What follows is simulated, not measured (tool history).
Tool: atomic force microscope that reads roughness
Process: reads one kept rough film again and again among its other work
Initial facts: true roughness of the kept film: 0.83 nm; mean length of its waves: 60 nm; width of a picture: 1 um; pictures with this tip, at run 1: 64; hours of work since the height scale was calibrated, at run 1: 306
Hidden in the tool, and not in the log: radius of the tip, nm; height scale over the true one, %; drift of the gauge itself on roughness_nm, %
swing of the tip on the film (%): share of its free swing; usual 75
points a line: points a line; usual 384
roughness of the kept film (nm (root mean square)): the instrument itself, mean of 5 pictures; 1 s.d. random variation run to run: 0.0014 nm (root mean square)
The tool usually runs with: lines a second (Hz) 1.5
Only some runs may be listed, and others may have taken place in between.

| run | day | lines a second (Hz) | swing of the tip on the film (%) | points a line | pictures with this tip | hours of work since the height scale was calibrated | roughness of the kept film (nm (root mean square)) |
|---|---|---|---|---|---|---|---|
| 1 | 0 | 1.5 | 75 | 384 | 64 | 306 | 0.785 |
| 2 | 1.504 | 1.5 | 75 | 384 | 91 | 324 | 0.782 |
|  | 2.433 | new tip fitted |
| 3 | 2.812 | 1.5 | 75 | 384 | 7 | 339 | 0.794 |
| 4 | 4.071 | 1.5 | 75 | 643 | 29 | 354 | 0.792 |
| 5 | 5.442 | 1.5 | 75 | 384 | 54 | 371 | 0.79 |
| 6 | 6.467 | 1.5 | 59 | 384 | 72 | 383 | 0.803 |
| 7 | 7.396 | 1.5 | 59 | 384 | 89 | 394 | 0.8 |
| 8 | 8.15 | 0.62 | 75 | 384 | 103 | 403 | 0.799 |
|  | 8.258 | height scale calibrated on a step standard |
|  | 8.483 | new tip fitted |
| 9 | 9.162 | 1.5 | 81 | 384 | 12 | 11 | 0.785 |
| 10 | 10.638 | 1.5 | 81 | 384 | 39 | 28 | 0.784 |
| 11 | 11.812 | 1.5 | 81 | 384 | 60 | 42 | 0.778 |
| 12 | 12.825 | 1.5 | 64 | 384 | 78 | 54 | 0.801 |
| 13 | 14.392 | 1.5 | 64 | 384 | 106 | 73 | 0.8 |
|  | 14.542 | new tip fitted |
| 14 | 15.458 | 1.5 | 85 | 562 | 16 | 86 | 0.778 |
| 15 | 16.154 | 1.5 | 85 | 562 | 29 | 94 | 0.778 |
|  | 17.362 | height scale calibrated on a step standard, once more |
| 16 | 17.671 | 0.9 | 75 | 314 | 55 | 4 | 0.79 |
| 17 | 18.808 | 1.5 | 63 | 469 | 76 | 17 | 0.794 |
| 18 | 20.367 | 0.55 | 82 | 384 | 104 | 36 | 0.789 |
|  | 20.592 | new tip fitted |
| 19 | 21.562 | 0.72 | 70 | 469 | 17 | 50 | 0.804 |

Alternative continuations, all from the tool just after run 19; predict every row:
| A | 22.996 | 0.58 | 70 | 644 | 43 | 67 | ? |
| B | 22.996 | 1.65 | 75 | 384 | 43 | 67 | ? |
| C | 22.996 | 3.68 | 75 | 384 | 43 | 67 | ? |
| D | 22.996 | 1.37 | 75 | 997 | 43 | 67 | ? |

| run | roughness of the kept film (nm (root mean square)) |
|---|---|
| A | 0.808 |
| B | 0.782 |
| C | 0.743 |
| D | 0.79 |
With the hidden condition removed and each run's random variation left untouched, the same runs would have given:
| run | roughness of the kept film (nm (root mean square)) |
|---|---|
| A | 0.815 |
| B | 0.788 |
| C | 0.749 |
| D | 0.797 |
